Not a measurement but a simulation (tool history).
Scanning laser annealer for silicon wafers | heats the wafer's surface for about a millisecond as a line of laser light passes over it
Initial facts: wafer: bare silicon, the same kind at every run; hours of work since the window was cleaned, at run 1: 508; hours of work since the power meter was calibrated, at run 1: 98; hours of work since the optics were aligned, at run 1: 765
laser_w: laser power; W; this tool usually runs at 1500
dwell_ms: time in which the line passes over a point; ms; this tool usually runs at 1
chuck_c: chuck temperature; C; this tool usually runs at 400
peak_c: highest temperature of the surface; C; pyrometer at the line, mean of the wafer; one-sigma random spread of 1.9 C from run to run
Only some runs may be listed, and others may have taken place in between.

| run | hour | laser_w | dwell_ms | chuck_c | hours of work since the window was cleaned | hours of work since the power meter was calibrated | hours of work since the optics were aligned | peak_c |
|---|---|---|---|---|---|---|---|---|
| 1 | 0 | 1500 | 1 | 400 | 508 | 98 | 765 | 1063 |
| 2 | 8.1 | 1500 | 1 | 400 | 513 | 103 | 771 | 1064 |
| 3 | 12.4 | 1500 | 1 | 400 | 516 | 106 | 774 | 1066 |
| 4 | 18.3 | 1500 | 1 | 400 | 519 | 109 | 777 | 1064 |
| 5 | 24.8 | 1500 | 1 | 400 | 524 | 114 | 782 | 1063 |
| 6 | 30 | 1500 | 1 | 400 | 527 | 117 | 785 | 1063 |
| 7 | 39.2 | 1500 | 1 | 400 | 533 | 123 | 791 | 1065 |
| 8 | 48.4 | 1500 | 1 | 400 | 539 | 129 | 797 | 1061 |
| 9 | 53 | 1500 | 0.89 | 400 | 542 | 132 | 800 | 1027 |
| 10 | 60.5 | 1620 | 1 | 400 | 547 | 137 | 805 | 1131 |
| 11 | 64.4 | 1620 | 1 | 400 | 550 | 139 | 807 | 1130 |
| 12 | 70.2 | 1500 | 1 | 400 | 553 | 143 | 811 | 1058 |
| 13 | 76.2 | 1500 | 1 | 400 | 557 | 147 | 815 | 1062 |
| 14 | 85.5 | 1500 | 1 | 400 | 563 | 153 | 821 | 1061 |
| 15 | 94.8 | 1500 | 1 | 400 | 569 | 159 | 827 | 1060 |
| 16 | 103.2 | 1500 | 1 | 400 | 575 | 165 | 833 | 1059 |
| 17 | 110.8 | 1500 | 1 | 400 | 580 | 170 | 838 | 1062 |
| 18 | 119.5 | 1500 | 1 | 400 | 585 | 175 | 843 | 1060 |
| 19 | 126.9 | 1500 | 1 | 385 | 590 | 180 | 848 | 1044 |
| 20 | 131.1 | 1500 | 1 | 423 | 593 | 183 | 851 | 1083 |
| 21 | 136.9 | 1500 | 1.07 | 400 | 597 | 187 | 855 | 1080 |
| 22 | 143.6 | 1649 | 0.95 | 422 | 601 | 191 | 859 | 1151 |
| 23 | 149.2 | 1527 | 1.02 | 397 | 605 | 195 | 863 | 1073 |
|  | 154.7 | optics aligned, line set to its width |
| 24 | 160 | 1583 | 1 | 400 | 609 | 199 | 3 | 1097 |
| 25 | 165.8 | 1360 | 1.01 | 421 | 612 | 202 | 7 | 992 |
| 26 | 175.5 | 1545 | 1 | 411 | 619 | 209 | 14 | 1084 |
| 27 | 180.2 | 1367 | 0.84 | 413 | 622 | 212 | 17 | 943 |
| 28 | 188.6 | 1500 | 1.16 | 400 | 627 | 217 | 22 | 1090 |
| 29 | 194.7 | 1575 | 0.74 | 400 | 631 | 221 | 26 | 1007 |
|  | 204.2 | optics aligned, line set to its width, once more |
| 30 | 207.8 | 1461 | 1.02 | 436 | 636 | 226 | 2 | 1090 |
| 31 | 215.6 | 1461 | 1.02 | 436 | 641 | 231 | 7 | 1087 |
| 32 | 221.5 | 1461 | 1.02 | 395 | 645 | 235 | 11 | 1050 |
| 33 | 226.9 | 1435 | 0.92 | 387 | 649 | 239 | 15 | 995 |
| 34 | 235.9 | 1402 | 1.04 | 405 | 655 | 245 | 21 | 1028 |
| 35 | 241.2 | 1402 | 1.04 | 405 | 658 | 248 | 24 | 1030 |
| 36 | 250 | 1402 | 1.04 | 405 | 664 | 254 | 30 | 1029 |
| 37 | 254.6 | 1564 | 0.94 | 400 | 667 | 257 | 33 | 1089 |
| 38 | 264.4 | 1625 | 1.06 | 400 | 673 | 263 | 39 | 1163 |
| 39 | 268.4 | 1388 | 1 | 415 | 676 | 266 | 42 | 1019 |
| 40 | 276.7 | 1616 | 1.07 | 413 | 681 | 271 | 47 | 1175 |

What if the next run were any one of these 4? Each begins from the tool's condition after run 40:
| A | 285.3 | 1500 | 0.85 | 400 | 687 | 277 | 53 | ? |
| B | 285.3 | 1515 | 0.78 | 400 | 687 | 277 | 53 | ? |
| C | 285.3 | 1616 | 0.93 | 413 | 687 | 277 | 53 | ? |
| D | 285.3 | 1616 | 0.75 | 402 | 687 | 277 | 53 | ? |

| run | peak_c |
|---|---|
| A | 1023 |
| B | 1008 |
| C | 1128 |
| D | 1054 |
With no hidden state in the tool, these same runs would have given:
| run | peak_c |
|---|---|
| A | 1058 |
| B | 1042 |
| C | 1168 |
| D | 1091 |
